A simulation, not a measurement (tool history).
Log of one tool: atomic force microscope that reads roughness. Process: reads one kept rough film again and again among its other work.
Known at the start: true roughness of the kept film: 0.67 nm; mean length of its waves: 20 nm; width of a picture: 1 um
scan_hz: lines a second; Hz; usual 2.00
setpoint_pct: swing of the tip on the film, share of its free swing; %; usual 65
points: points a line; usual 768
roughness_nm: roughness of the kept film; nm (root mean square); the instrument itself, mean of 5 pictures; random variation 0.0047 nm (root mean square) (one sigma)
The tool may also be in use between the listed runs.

{"run": 1, "hour": 0.0, "scan_hz": 2.0, "setpoint_pct": 65, "points": 768, "roughness_nm": 0.607}
{"run": 2, "hour": 26.9, "scan_hz": 2.0, "setpoint_pct": 65, "points": 389, "roughness_nm": 0.599}
{"run": 3, "hour": 60.1, "scan_hz": 2.0, "setpoint_pct": 65, "points": 389, "roughness_nm": 0.604}
{"run": 4, "hour": 83.5, "scan_hz": 2.0, "setpoint_pct": 65, "points": 768, "roughness_nm": 0.604}
{"run": 5, "hour": 122.0, "scan_hz": 2.0, "setpoint_pct": 68, "points": 768, "roughness_nm": 0.596}
{"run": 6, "hour": 162.6, "scan_hz": 2.0, "setpoint_pct": 68, "points": 768, "roughness_nm": 0.6}
{"run": 7, "hour": 181.9, "scan_hz": 2.0, "setpoint_pct": 68, "points": 768, "roughness_nm": 0.6}
{"run": 8, "hour": 206.0, "scan_hz": 2.0, "setpoint_pct": 68, "points": 768, "roughness_nm": 0.598}
{"run": 9, "hour": 243.3, "scan_hz": 2.0, "setpoint_pct": 68, "points": 768, "roughness_nm": 0.605}
{"run": 10, "hour": 276.2, "scan_hz": 1.18, "setpoint_pct": 68, "points": 768, "roughness_nm": 0.612}
{"run": 11, "hour": 297.0, "scan_hz": 2.0, "setpoint_pct": 65, "points": 653, "roughness_nm": 0.603}
{"run": 12, "hour": 342.1, "scan_hz": 2.0, "setpoint_pct": 65, "points": 653, "roughness_nm": 0.596}
{"run": 13, "hour": 373.2, "scan_hz": 2.0, "setpoint_pct": 65, "points": 653, "roughness_nm": 0.593}
{"run": 14, "hour": 404.4, "scan_hz": 0.9, "setpoint_pct": 78, "points": 653, "roughness_nm": 0.611}
{"run": 15, "hour": 438.4, "scan_hz": 1.64, "setpoint_pct": 78, "points": 322, "roughness_nm": 0.581}
{"run": 16, "hour": 468.5, "scan_hz": 2.0, "setpoint_pct": 83, "points": 518, "roughness_nm": 0.566}
{"run": 17, "hour": 504.4, "scan_hz": 0.95, "setpoint_pct": 77, "points": 346, "roughness_nm": 0.596}
{"run": 18, "hour": 543.7, "scan_hz": 0.95, "setpoint_pct": 77, "points": 346, "roughness_nm": 0.59}
{"run": 19, "hour": 575.8, "scan_hz": 0.53, "setpoint_pct": 65, "points": 807, "roughness_nm": 0.608}
{"run": 20, "hour": 604.2, "scan_hz": 0.53, "setpoint_pct": 65, "points": 807, "roughness_nm": 0.619}
{"run": 21, "hour": 627.3, "scan_hz": 2.0, "setpoint_pct": 89, "points": 701, "roughness_nm": 0.556}
{"run": 22, "hour": 645.8, "scan_hz": 2.0, "setpoint_pct": 89, "points": 701, "roughness_nm": 0.562}
{"run": 23, "hour": 664.7, "scan_hz": 2.0, "setpoint_pct": 89, "points": 701, "roughness_nm": 0.56}

Taken out of this log: 11 entries between the listed runs. Where each belongs, and how the hidden state differs across it:
Between runs 1 and 2: new tip fitted (hour 26.9)
  radius of the tip, nm: 10.3 -> 10
Between runs 4 and 5: new tip fitted (hour 86.2)
  radius of the tip, nm: 10.5 -> 10.3
Between runs 5 and 6: new tip fitted (hour 146.1)
  radius of the tip, nm: 10.3 -> 10.2
Between runs 7 and 8: new tip fitted (hour 203.3)
  radius of the tip, nm: 10.3 -> 10.1
Between runs 9 and 10: new tip fitted (hour 262.1)
  radius of the tip, nm: 10.4 -> 10.1
Between runs 11 and 12: new tip fitted (hour 321.1)
  radius of the tip, nm: 10.3 -> 10.2
Between runs 13 and 14: new tip fitted (hour 380.3)
  radius of the tip, nm: 10.5 -> 10.2
Between runs 14 and 15: new tip fitted (hour 438.4)
  radius of the tip, nm: 10.2 -> 10
Between runs 16 and 17: new tip fitted (hour 496.5)
  radius of the tip, nm: 10.3 -> 10.1; height scale over the true one, %: 0.01 -> 0.02
Between runs 18 and 19: new tip fitted (hour 554.6)
  radius of the tip, nm: 10.4 -> 10.2
Between runs 20 and 21: new tip fitted (hour 612.4)
  radius of the tip, nm: 10.4 -> 10.1
